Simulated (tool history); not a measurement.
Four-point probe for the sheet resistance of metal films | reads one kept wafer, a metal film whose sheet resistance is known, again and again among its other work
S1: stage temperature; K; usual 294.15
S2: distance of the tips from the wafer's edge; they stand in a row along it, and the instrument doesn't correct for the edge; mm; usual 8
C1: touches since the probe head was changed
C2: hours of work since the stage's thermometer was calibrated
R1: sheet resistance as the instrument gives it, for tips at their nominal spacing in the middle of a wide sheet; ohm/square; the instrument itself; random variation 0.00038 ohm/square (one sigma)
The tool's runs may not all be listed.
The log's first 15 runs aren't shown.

run 16 hour=1048.3 | S1=294.15 S2=8 | C1=79854 C2=295 | R1=1.908005
run 17 hour=1141 | S1=294.15 S2=8 | C1=81345 C2=351 | R1=1.908048
run 18 hour=1236.1 | S1=294.15 S2=8 | C1=82876 C2=408 | R1=1.907829
run 19 hour=1319.1 | S1=291.15 S2=8 | C1=84213 C2=457 | R1=1.912508
run 20 hour=1420.1 | S1=300.15 S2=62 | C1=85838 C2=518 | R1=1.873632
run 21 hour=1489.4 | S1=303.15 S2=33 | C1=86954 C2=559 | R1=1.871071
run 22 hour=1577.6 | S1=291.15 S2=3 | C1=88373 C2=612 | R1=2.050592
run 23 hour=1664.2 | S1=293.15 S2=68 | C1=89767 C2=663 | R1=1.883511
run 24 hour=1718.5 | S1=293.15 S2=68 | C1=90641 C2=696 | R1=1.883668
run 25 hour=1766 | S1=293.15 S2=47 | C1=91406 C2=724 | R1=1.884336
run 26 hour=1818 | S1=293.15 S2=5 | C1=92243 C2=755 | R1=1.945135
run 27 hour=1887.5 | S1=293.15 S2=4 | C1=93361 C2=797 | R1=1.978825
run 28 hour=1978.5 | S1=298.15 S2=60 | C1=94826 C2=851 | R1=1.875696
run 29 hour=2023.9 | S1=293.15 S2=9 | C1=95557 C2=878 | R1=1.902055
run 30 hour=2097.3 | S1=293.15 S2=9 | C1=96739 C2=922 | R1=1.902361
run 31 hour=2191.3 | S1=301.15 S2=42 | C1=98251 C2=978 | R1=1.871422
run 32 hour=2236.8 | S1=305.15 S2=8 | C1=98984 C2=1006 | R1=1.889997
run 33 hour=2281.7 | S1=294.15 S2=28 | C1=99707 C2=1032 | R1=1.882357
run 34 hour=2377.8 | S1=294.15 S2=28 | C1=101255 C2=1090 | R1=1.881885
run 35 hour=2471.2 | S1=293.15 S2=28 | C1=102758 C2=1146 | R1=1.882404

Forecast each of these 4 alternatives for the next run:
run A hour=2558.2 | S1=299.15 S2=61 | C1=104158 C2=1198 | R1=?
run B hour=2558.2 | S1=292.15 S2=40 | C1=104158 C2=1198 | R1=?
run C hour=2558.2 | S1=304.15 S2=28 | C1=104158 C2=1198 | R1=?
run D hour=2558.2 | S1=296.15 S2=10 | C1=104158 C2=1198 | R1=?

run=A R1=1.872639
run=B R1=1.882789
run=C R1=1.867089
run=D R1=1.89318
Without the tool's hidden state the same runs would have given:
run=A R1=1.885206
run=B R1=1.895468
run=C R1=1.87959
run=D R1=1.905897

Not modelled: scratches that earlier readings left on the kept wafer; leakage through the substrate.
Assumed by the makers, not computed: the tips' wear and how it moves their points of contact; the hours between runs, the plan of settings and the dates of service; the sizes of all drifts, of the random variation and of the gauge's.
